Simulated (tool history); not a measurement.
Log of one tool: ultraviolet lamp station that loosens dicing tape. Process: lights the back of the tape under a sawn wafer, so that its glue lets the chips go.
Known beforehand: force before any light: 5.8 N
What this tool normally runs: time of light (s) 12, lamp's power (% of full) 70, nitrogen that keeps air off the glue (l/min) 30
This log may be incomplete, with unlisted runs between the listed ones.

| run | day | time of light (s) | lamp's power (% of full) | nitrogen that keeps air off the glue (l/min) | force that peels the tape off (N) | light that reached the tape (J/m2) |
|---|---|---|---|---|---|---|
| 1 | 0 | 12 | 70 | 30 | 0.954 | 4340 |
| 2 | 0.179 | 12 | 70 | 30 | 0.978 | 4290 |
| 3 | 0.5 | 12 | 70 | 24 | 1.065 | 4290 |
| 4 | 0.925 | 14 | 70 | 30 | 0.763 | 4950 |
| 5 | 1.154 | 14 | 70 | 30 | 0.754 | 5020 |
| 6 | 1.417 | 14 | 70 | 30 | 0.765 | 4980 |
| 7 | 1.75 | 12 | 70 | 23 | 1.162 | 4240 |
| 8 | 2.012 | 13 | 70 | 30 | 0.876 | 4590 |
| 9 | 2.325 | 13 | 70 | 30 | 0.853 | 4620 |
| 10 | 2.662 | 13 | 70 | 30 | 0.893 | 4570 |
| 11 | 2.921 | 12 | 97 | 30 | 0.612 | 5830 |
| 12 | 3.325 | 12 | 97 | 17 | 0.838 | 5840 |
| 13 | 3.667 | 12 | 70 | 30 | 0.988 | 4190 |
| 14 | 4.017 | 12 | 70 | 26 | 1.088 | 4170 |
| 15 | 4.45 | 12 | 70 | 30 | 1.011 | 4170 |
| 16 | 4.871 | 12 | 70 | 30 | 0.974 | 4170 |
| 17 | 5.15 | 12 | 70 | 30 | 1.024 | 4190 |
| 18 | 5.542 | 12 | 70 | 30 | 1.004 | 4100 |
| 19 | 5.825 | 12 | 70 | 30 | 1.018 | 4080 |
|  | 5.871 | window cleaned of glue's vapour |
| 20 | 6.042 | 12 | 70 | 30 | 1.002 | 4110 |
| 21 | 6.367 | 12 | 70 | 30 | 0.99 | 4140 |
| 22 | 6.783 | 8 | 68 | 14 | 2.426 | 2640 |
| 23 | 7.025 | 12 | 63 | 30 | 1.234 | 3710 |
| 24 | 7.467 | 10 | 62 | 10 | 2.369 | 2990 |
|  | 7.667 | window cleaned of glue's vapour, once more |
| 25 | 7.858 | 10 | 62 | 14 | 2.118 | 3100 |
| 26 | 8.217 | 10 | 62 | 14 | 2.169 | 3060 |
| 27 | 8.621 | 10 | 62 | 14 | 2.182 | 3000 |
| 28 | 8.838 | 19 | 94 | 13 | 0.508 | 8800 |
| 29 | 9.246 | 14 | 81 | 11 | 1.158 | 5550 |
| 30 | 9.512 | 12 | 87 | 47 | 0.568 | 5100 |
| 31 | 9.842 | 12 | 92 | 21 | 0.836 | 5350 |
| 32 | 10.158 | 12 | 92 | 21 | 0.815 | 5360 |
| 33 | 10.433 | 12 | 98 | 21 | 0.764 | 5660 |
| 34 | 10.833 | 7 | 61 | 21 | 2.613 | 2080 |
| 35 | 11.05 | 7 | 61 | 21 | 2.611 | 2060 |
| 36 | 11.467 | 12 | 86 | 30 | 0.777 | 4950 |
| 37 | 11.858 | 11 | 70 | 26 | 1.329 | 3750 |
| 38 | 12.142 | 22 | 87 | 16 | 0.413 | 9210 |
| 39 | 12.392 | 22 | 87 | 16 | 0.414 | 9220 |
| 40 | 12.812 | 22 | 87 | 24 | 0.334 | 9110 |
| 41 | 13.054 | 22 | 87 | 24 | 0.331 | 9170 |
| 42 | 13.458 | 7 | 87 | 10 | 2.527 | 2930 |

How would selected steps in force that peels the tape off (N) from run to run divide? Give the signed amount a tool lacking its hidden state would still show from settings, what came in and random variation, and the signed amount left for the hidden state, including any gauge scatter that is not in both of the compared results.
The tool's hidden condition here consists of: lamp's light, % of a new lamp's; light that the window lets through, % of a clean one's; drift of the gauge itself on peel_n, %; drift of the gauge itself on dose_mj_cm2, %.
Run 27 -> 28: time of light (s) 10 -> 19, lamp's power (% of full) 62 -> 94, nitrogen that keeps air off the glue (l/min) 14 -> 13. force that peels the tape off (N) -1.674: hidden state -0.101, all else -1.573.
Run 33 -> 34: time of light (s) 12 -> 7, lamp's power (% of full) 98 -> 61. force that peels the tape off (N) +1.849: hidden state +0.083, all else +1.766.
Run 35 -> 36: time of light (s) 7 -> 12, lamp's power (% of full) 61 -> 86, nitrogen that keeps air off the glue (l/min) 21 -> 30. force that peels the tape off (N) -1.834: hidden state -0.077, all else -1.757.
Run 37 -> 38: time of light (s) 11 -> 22, lamp's power (% of full) 70 -> 87, nitrogen that keeps air off the glue (l/min) 26 -> 16. force that peels the tape off (N) -0.916: hidden state -0.114, all else -0.802.
Run 41 -> 42: time of light (s) 22 -> 7, nitrogen that keeps air off the glue (l/min) 24 -> 10. force that peels the tape off (N) +2.196: hidden state +0.188, all else +2.008.
